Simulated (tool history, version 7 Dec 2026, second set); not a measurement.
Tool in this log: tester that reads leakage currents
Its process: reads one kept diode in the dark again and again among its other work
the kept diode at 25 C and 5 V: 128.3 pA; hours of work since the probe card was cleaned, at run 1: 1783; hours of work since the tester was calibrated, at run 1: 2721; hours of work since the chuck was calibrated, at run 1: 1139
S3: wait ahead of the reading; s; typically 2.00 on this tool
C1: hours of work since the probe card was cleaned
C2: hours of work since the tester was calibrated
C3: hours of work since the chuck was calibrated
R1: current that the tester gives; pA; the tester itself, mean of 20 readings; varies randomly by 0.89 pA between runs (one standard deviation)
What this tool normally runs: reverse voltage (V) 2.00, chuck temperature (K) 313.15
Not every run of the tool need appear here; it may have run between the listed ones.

{"run": 1, "hour": 0.0, "reverse voltage (V)": 2.0, "chuck temperature (K)": 313.15, "S3": 2.0, "C1": 1783, "C2": 2721, "C3": 1139, "R1": 289.98}
{"run": 2, "hour": 62.6, "reverse voltage (V)": 2.0, "chuck temperature (K)": 313.15, "S3": 2.0, "C1": 1829, "C2": 2767, "C3": 1185, "R1": 289.12}
{"run": 3, "hour": 149.6, "reverse voltage (V)": 2.0, "chuck temperature (K)": 313.15, "S3": 2.0, "C1": 1893, "C2": 2831, "C3": 1249, "R1": 287.46}
{"run": 4, "hour": 192.4, "reverse voltage (V)": 2.0, "chuck temperature (K)": 313.15, "S3": 2.0, "C1": 1924, "C2": 2862, "C3": 1281, "R1": 288.43}
{"run": 5, "hour": 235.0, "reverse voltage (V)": 2.0, "chuck temperature (K)": 312.15, "S3": 2.0, "C1": 1956, "C2": 2894, "C3": 1312, "R1": 266.65}
{"run": 6, "hour": 308.4, "reverse voltage (V)": 2.0, "chuck temperature (K)": 312.15, "S3": 2.0, "C1": 2010, "C2": 2948, "C3": 1366, "R1": 265.39}
{"run": 7, "hour": 389.8, "reverse voltage (V)": 2.0, "chuck temperature (K)": 312.15, "S3": 2.0, "C1": 2069, "C2": 3008, "C3": 1426, "R1": 265.69}
{"hour": 416.5, "done": "tester calibrated"}
{"run": 8, "hour": 463.1, "reverse voltage (V)": 2.0, "chuck temperature (K)": 312.15, "S3": 2.0, "C1": 2122, "C2": 34, "C3": 1478, "R1": 258.71}
{"hour": 478.5, "done": "chuck's temperature calibrated"}
{"run": 9, "hour": 508.1, "reverse voltage (V)": 2.0, "chuck temperature (K)": 318.15, "S3": 2.0, "C1": 2153, "C2": 66, "C3": 22, "R1": 425.2}
{"run": 10, "hour": 575.7, "reverse voltage (V)": 2.0, "chuck temperature (K)": 318.15, "S3": 2.0, "C1": 2203, "C2": 116, "C3": 71, "R1": 426.65}
{"run": 11, "hour": 642.0, "reverse voltage (V)": 2.0, "chuck temperature (K)": 318.15, "S3": 2.0, "C1": 2252, "C2": 164, "C3": 120, "R1": 424.36}
{"run": 12, "hour": 723.8, "reverse voltage (V)": 5.04, "chuck temperature (K)": 313.15, "S3": 2.0, "C1": 2312, "C2": 224, "C3": 180, "R1": 419.11}
{"run": 13, "hour": 783.1, "reverse voltage (V)": 5.04, "chuck temperature (K)": 313.15, "S3": 0.65, "C1": 2355, "C2": 268, "C3": 224, "R1": 417.49}
{"run": 14, "hour": 845.4, "reverse voltage (V)": 2.0, "chuck temperature (K)": 304.15, "S3": 2.0, "C1": 2401, "C2": 314, "C3": 270, "R1": 149.74}
{"run": 15, "hour": 890.2, "reverse voltage (V)": 2.0, "chuck temperature (K)": 304.15, "S3": 2.0, "C1": 2434, "C2": 347, "C3": 303, "R1": 148.61}
{"run": 16, "hour": 963.4, "reverse voltage (V)": 3.74, "chuck temperature (K)": 324.15, "S3": 3.5, "C1": 2488, "C2": 400, "C3": 356, "R1": 816.43}
{"run": 17, "hour": 1018.0, "reverse voltage (V)": 3.74, "chuck temperature (K)": 324.15, "S3": 3.5, "C1": 2528, "C2": 441, "C3": 396, "R1": 807.95}
{"run": 18, "hour": 1085.3, "reverse voltage (V)": 3.74, "chuck temperature (K)": 324.15, "S3": 3.5, "C1": 2578, "C2": 490, "C3": 446, "R1": 809.52}
{"run": 19, "hour": 1141.5, "reverse voltage (V)": 10.76, "chuck temperature (K)": 324.15, "S3": 1.92, "C1": 2619, "C2": 531, "C3": 487, "R1": 1199.08}
{"run": 20, "hour": 1209.7, "reverse voltage (V)": 10.76, "chuck temperature (K)": 324.15, "S3": 1.92, "C1": 2669, "C2": 581, "C3": 537, "R1": 1206.4}
{"run": 21, "hour": 1270.3, "reverse voltage (V)": 8.41, "chuck temperature (K)": 312.15, "S3": 1.92, "C1": 2714, "C2": 626, "C3": 582, "R1": 467.34}
{"run": 22, "hour": 1352.0, "reverse voltage (V)": 8.41, "chuck temperature (K)": 312.15, "S3": 1.92, "C1": 2774, "C2": 686, "C3": 642, "R1": 466.51}
{"run": 23, "hour": 1405.2, "reverse voltage (V)": 2.0, "chuck temperature (K)": 309.15, "S3": 2.0, "C1": 2813, "C2": 725, "C3": 681, "R1": 215.23}
{"run": 24, "hour": 1471.5, "reverse voltage (V)": 2.0, "chuck temperature (K)": 293.15, "S3": 5.39, "C1": 2861, "C2": 774, "C3": 730, "R1": 61.56}
{"run": 25, "hour": 1558.3, "reverse voltage (V)": 5.71, "chuck temperature (K)": 298.15, "S3": 0.54, "C1": 2925, "C2": 838, "C3": 794, "R1": 140.71}
{"run": 26, "hour": 1619.0, "reverse voltage (V)": 5.71, "chuck temperature (K)": 298.15, "S3": 0.54, "C1": 2970, "C2": 882, "C3": 838, "R1": 140.2}
{"run": 27, "hour": 1666.9, "reverse voltage (V)": 1.16, "chuck temperature (K)": 313.15, "S3": 0.34, "C1": 3005, "C2": 917, "C3": 873, "R1": 234.89}
{"run": 28, "hour": 1736.7, "reverse voltage (V)": 1.27, "chuck temperature (K)": 293.15, "S3": 7.02, "C1": 3056, "C2": 969, "C3": 925, "R1": 51.34}

Below are 3 alternative next runs, each starting from the tool's condition after run 28. Predict each:
{"run": "A", "hour": 1818.3, "reverse voltage (V)": 1.27, "chuck temperature (K)": 314.15, "S3": 6.98, "C1": 3116, "C2": 1029, "C3": 985, "R1": "?"}
{"run": "B", "hour": 1818.3, "reverse voltage (V)": 5.8, "chuck temperature (K)": 293.15, "S3": 5.01, "C1": 3116, "C2": 1029, "C3": 985, "R1": "?"}
{"run": "C", "hour": 1818.3, "reverse voltage (V)": 13.87, "chuck temperature (K)": 293.15, "S3": 5.42, "C1": 3116, "C2": 1029, "C3": 985, "R1": "?"}

run=A R1=260.78
run=B R1=95.91
run=C R1=143.18
What these runs would have given with no unlogged condition in the tool:
run=A R1=269.44
run=B R1=89.64
run=C R1=123.86

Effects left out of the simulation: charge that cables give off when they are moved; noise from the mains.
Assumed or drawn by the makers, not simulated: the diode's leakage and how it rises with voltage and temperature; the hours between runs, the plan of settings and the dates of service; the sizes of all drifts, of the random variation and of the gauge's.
